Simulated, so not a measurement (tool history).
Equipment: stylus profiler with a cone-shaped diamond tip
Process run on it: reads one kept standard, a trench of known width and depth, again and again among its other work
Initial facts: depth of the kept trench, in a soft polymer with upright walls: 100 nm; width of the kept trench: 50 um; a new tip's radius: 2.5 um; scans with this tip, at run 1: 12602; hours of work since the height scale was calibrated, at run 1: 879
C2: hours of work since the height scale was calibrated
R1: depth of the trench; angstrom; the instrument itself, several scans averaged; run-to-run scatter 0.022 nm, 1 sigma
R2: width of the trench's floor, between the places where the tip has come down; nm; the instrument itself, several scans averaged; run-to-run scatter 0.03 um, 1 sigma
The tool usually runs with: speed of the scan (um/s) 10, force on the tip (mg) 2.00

{"run": 1, "hour": 0.0, "speed of the scan (um/s)": 10, "force on the tip (mg)": 2.0, "scans with this tip": 12602, "C2": 879, "R1": 1009.6, "R2": 47850}
{"run": 2, "hour": 15.6, "speed of the scan (um/s)": 10, "force on the tip (mg)": 2.0, "scans with this tip": 12774, "C2": 891, "R1": 1009.3, "R2": 47860}
{"run": 3, "hour": 24.7, "speed of the scan (um/s)": 3, "force on the tip (mg)": 2.0, "scans with this tip": 12875, "C2": 898, "R1": 1009.2, "R2": 47900}
{"run": 4, "hour": 42.0, "speed of the scan (um/s)": 14, "force on the tip (mg)": 2.0, "scans with this tip": 13065, "C2": 911, "R1": 1008.9, "R2": 47770}
{"run": 5, "hour": 57.2, "speed of the scan (um/s)": 10, "force on the tip (mg)": 2.0, "scans with this tip": 13233, "C2": 923, "R1": 1009.5, "R2": 47820}
{"run": 6, "hour": 67.6, "speed of the scan (um/s)": 10, "force on the tip (mg)": 2.0, "scans with this tip": 13348, "C2": 931, "R1": 1009.9, "R2": 47770}
{"run": 7, "hour": 80.4, "speed of the scan (um/s)": 10, "force on the tip (mg)": 4.96, "scans with this tip": 13490, "C2": 941, "R1": 1015.5, "R2": 47850}
{"run": 8, "hour": 91.9, "speed of the scan (um/s)": 10, "force on the tip (mg)": 2.0, "scans with this tip": 13616, "C2": 950, "R1": 1009.5, "R2": 47740}
{"run": 9, "hour": 106.8, "speed of the scan (um/s)": 10, "force on the tip (mg)": 2.0, "scans with this tip": 13781, "C2": 961, "R1": 1009.3, "R2": 47800}
{"run": 10, "hour": 124.3, "speed of the scan (um/s)": 10, "force on the tip (mg)": 2.0, "scans with this tip": 13973, "C2": 974, "R1": 1009.6, "R2": 47810}
{"run": 11, "hour": 136.0, "speed of the scan (um/s)": 38, "force on the tip (mg)": 3.91, "scans with this tip": 14103, "C2": 983, "R1": 1013.5, "R2": 47600}
{"run": 12, "hour": 143.4, "speed of the scan (um/s)": 9, "force on the tip (mg)": 1.34, "scans with this tip": 14185, "C2": 989, "R1": 1008.2, "R2": 47790}
{"run": 13, "hour": 151.2, "speed of the scan (um/s)": 15, "force on the tip (mg)": 2.0, "scans with this tip": 14270, "C2": 995, "R1": 1009.5, "R2": 47740}
{"run": 14, "hour": 169.6, "speed of the scan (um/s)": 10, "force on the tip (mg)": 0.74, "scans with this tip": 14474, "C2": 1009, "R1": 1006.0, "R2": 47690}
{"hour": 176.0, "done": "new tip fitted, height scale calibrated"}
{"run": 15, "hour": 185.1, "speed of the scan (um/s)": 26, "force on the tip (mg)": 2.23, "scans with this tip": 102, "C2": 7, "R1": 1008.1, "R2": 48360}
{"run": 16, "hour": 201.4, "speed of the scan (um/s)": 2, "force on the tip (mg)": 1.69, "scans with this tip": 281, "C2": 20, "R1": 1006.9, "R2": 48540}
{"run": 17, "hour": 210.3, "speed of the scan (um/s)": 2, "force on the tip (mg)": 1.69, "scans with this tip": 380, "C2": 26, "R1": 1006.5, "R2": 48520}
{"run": 18, "hour": 217.9, "speed of the scan (um/s)": 23, "force on the tip (mg)": 1.84, "scans with this tip": 463, "C2": 32, "R1": 1007.2, "R2": 48380}
{"run": 19, "hour": 226.3, "speed of the scan (um/s)": 21, "force on the tip (mg)": 0.74, "scans with this tip": 556, "C2": 39, "R1": 1004.5, "R2": 48280}

Hidden state at the last listed run before each entry between runs and at the first one after, where it differs:
Logged between run 14 and run 15: new tip fitted, height scale calibrated (hour 176.0)
  radius of the tip, um: 5.98 -> 2.62; height scale over the true one, %: 0.239 -> 0.044
  difference, measured minus the result without the unlogged condition, R1: +2.4 -> +0.4 angstrom; R2: -780 -> -30 nm
